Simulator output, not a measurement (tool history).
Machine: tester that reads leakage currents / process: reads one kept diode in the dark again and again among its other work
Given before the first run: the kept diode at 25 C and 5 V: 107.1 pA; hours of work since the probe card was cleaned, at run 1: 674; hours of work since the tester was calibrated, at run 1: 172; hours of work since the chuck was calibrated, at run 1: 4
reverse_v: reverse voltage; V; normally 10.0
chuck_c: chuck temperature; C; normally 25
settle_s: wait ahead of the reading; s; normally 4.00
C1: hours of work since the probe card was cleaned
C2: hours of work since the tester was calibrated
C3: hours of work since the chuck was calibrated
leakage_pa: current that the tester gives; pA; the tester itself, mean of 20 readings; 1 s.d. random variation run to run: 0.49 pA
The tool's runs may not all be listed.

Run 1, hour 0.0: usual settings; C1 674; C2 172; C3 4. Result: leakage_pa 162.49 pA.
Run 2, hour 22.2: usual settings but chuck_c 40 C; C1 686; C2 184; C3 16. Result: leakage_pa 527.94 pA.
Run 3, hour 48.2: usual settings but chuck_c 31 C; C1 700; C2 197; C3 30. Result: leakage_pa 263.13 pA.
Run 4, hour 65.4: usual settings; C1 709; C2 206; C3 39. Result: leakage_pa 161.65 pA.
Run 5, hour 101.4: usual settings but reverse_v 18.0 V; C1 727; C2 225; C3 58. Result: leakage_pa 229.33 pA.
Run 6, hour 120.6: usual settings but reverse_v 18.0 V; C1 738; C2 235; C3 68. Result: leakage_pa 230.28 pA.
Run 7, hour 155.0: usual settings but settle_s 0.35 s; C1 756; C2 253; C3 86. Result: leakage_pa 164.52 pA.
Run 8, hour 182.7: usual settings but settle_s 0.35 s; C1 770; C2 268; C3 100. Result: leakage_pa 166.07 pA.
Run 9, hour 207.1: usual settings but settle_s 0.35 s; C1 783; C2 280; C3 113. Result: leakage_pa 165.54 pA.
Run 10, hour 232.7: usual settings but settle_s 0.35 s; C1 796; C2 294; C3 126. Result: leakage_pa 166.26 pA.
Run 11, hour 263.9: usual settings but settle_s 0.30 s; C1 813; C2 310; C3 143. Result: leakage_pa 166.05 pA.
Run 12, hour 295.1: usual settings but settle_s 4.06 s; C1 829; C2 327; C3 159. Result: leakage_pa 161.57 pA.
Run 13, hour 327.1: usual settings; C1 846; C2 343; C3 176. Result: leakage_pa 162.33 pA.
Run 14, hour 346.6: usual settings but reverse_v 17.2 V; C1 856; C2 354; C3 186. Result: leakage_pa 224.07 pA.
Run 15, hour 370.3: usual settings but reverse_v 1.9 V; C1 868; C2 366; C3 199. Result: leakage_pa 60.39 pA.
Run 16, hour 390.5: usual settings but reverse_v 1.9 V; C1 879; C2 377; C3 209. Result: leakage_pa 60.34 pA.
Run 17, hour 409.3: usual settings but reverse_v 19.9 V; C1 889; C2 386; C3 219. Result: leakage_pa 244.65 pA.
Run 18, hour 443.5: usual settings but reverse_v 19.9 V; C1 907; C2 404; C3 237. Result: leakage_pa 243.32 pA.
Run 19, hour 463.0: usual settings but reverse_v 19.9 V; C1 917; C2 415; C3 247. Result: leakage_pa 244.18 pA.
Run 20, hour 493.5: usual settings but reverse_v 6.3 V, chuck_c 42 C, settle_s 2.13 s; C1 933; C2 431; C3 263. Result: leakage_pa 466.75 pA.
Run 21, hour 513.4: usual settings but reverse_v 6.3 V, chuck_c 42 C, settle_s 2.13 s; C1 943; C2 441; C3 274. Result: leakage_pa 468.84 pA.
Run 22, hour 549.2: usual settings but reverse_v 17.2 V, chuck_c 32 C, settle_s 2.13 s; C1 962; C2 460; C3 292. Result: leakage_pa 393.31 pA.
Run 23, hour 572.5: usual settings but reverse_v 7.8 V, chuck_c 32 C, settle_s 9.45 s; C1 974; C2 472; C3 304. Result: leakage_pa 246.85 pA.
Run 24, hour 590.3: usual settings but reverse_v 7.8 V, chuck_c 45 C, settle_s 9.45 s; C1 984; C2 481; C3 314. Result: leakage_pa 664.88 pA.
Run 25, hour 620.2: usual settings but settle_s 3.88 s; C1 999; C2 497; C3 330. Result: leakage_pa 162.30 pA.
Run 26, hour 639.8: usual settings but reverse_v 13.5 V, chuck_c 30 C, settle_s 6.18 s; C1 1010; C2 507; C3 340. Result: leakage_pa 290.31 pA.
At hour 648.3: probe card cleaned and baked.
Run 27, hour 672.7: usual settings but reverse_v 13.5 V, chuck_c 30 C, settle_s 6.18 s; C1 13; C2 523; C3 355. Result: leakage_pa 292.07 pA.
Run 28, hour 690.3: usual settings but reverse_v 1.1 V; C1 22; C2 532; C3 365. Result: leakage_pa 43.63 pA.
Run 29, hour 708.8: usual settings but chuck_c 36 C, settle_s 0.74 s; C1 32; C2 542; C3 374. Result: leakage_pa 393.02 pA.
Run 30, hour 733.0: usual settings but reverse_v 16.7 V, chuck_c 36 C, settle_s 0.32 s; C1 44; C2 555; C3 387. Result: leakage_pa 536.11 pA.
Run 31, hour 748.8: usual settings but reverse_v 2.7 V, chuck_c 33 C, settle_s 2.75 s; C1 53; C2 563; C3 395. Result: leakage_pa 142.66 pA.
Run 32, hour 780.5: usual settings but reverse_v 2.7 V, chuck_c 33 C, settle_s 2.75 s; C1 69; C2 579; C3 412. Result: leakage_pa 142.40 pA.
Run 33, hour 815.3: usual settings but reverse_v 2.7 V, chuck_c 45 C, settle_s 0.69 s; C1 88; C2 598; C3 430. Result: leakage_pa 353.11 pA.
Run 34, hour 832.8: usual settings but reverse_v 8.4 V, chuck_c 40 C, settle_s 2.99 s; C1 97; C2 607; C3 439. Result: leakage_pa 481.93 pA.
Run 35, hour 849.9: usual settings but reverse_v 8.4 V, chuck_c 40 C, settle_s 2.99 s; C1 106; C2 616; C3 448. Result: leakage_pa 480.51 pA.
Run 36, hour 885.0: usual settings but chuck_c 30 C, settle_s 5.15 s; C1 124; C2 634; C3 467. Result: leakage_pa 245.36 pA.
Run 37, hour 914.2: usual settings but settle_s 0.30 s; C1 139; C2 650; C3 482. Result: leakage_pa 166.24 pA.

Hidden condition of the tool, last listed run before each entry between runs versus first listed run after:
From run 26 to run 27: probe card cleaned and baked (hour 648.3)
  stray current of the dirty probe card, pA a volt: 0.029 -> 0.02
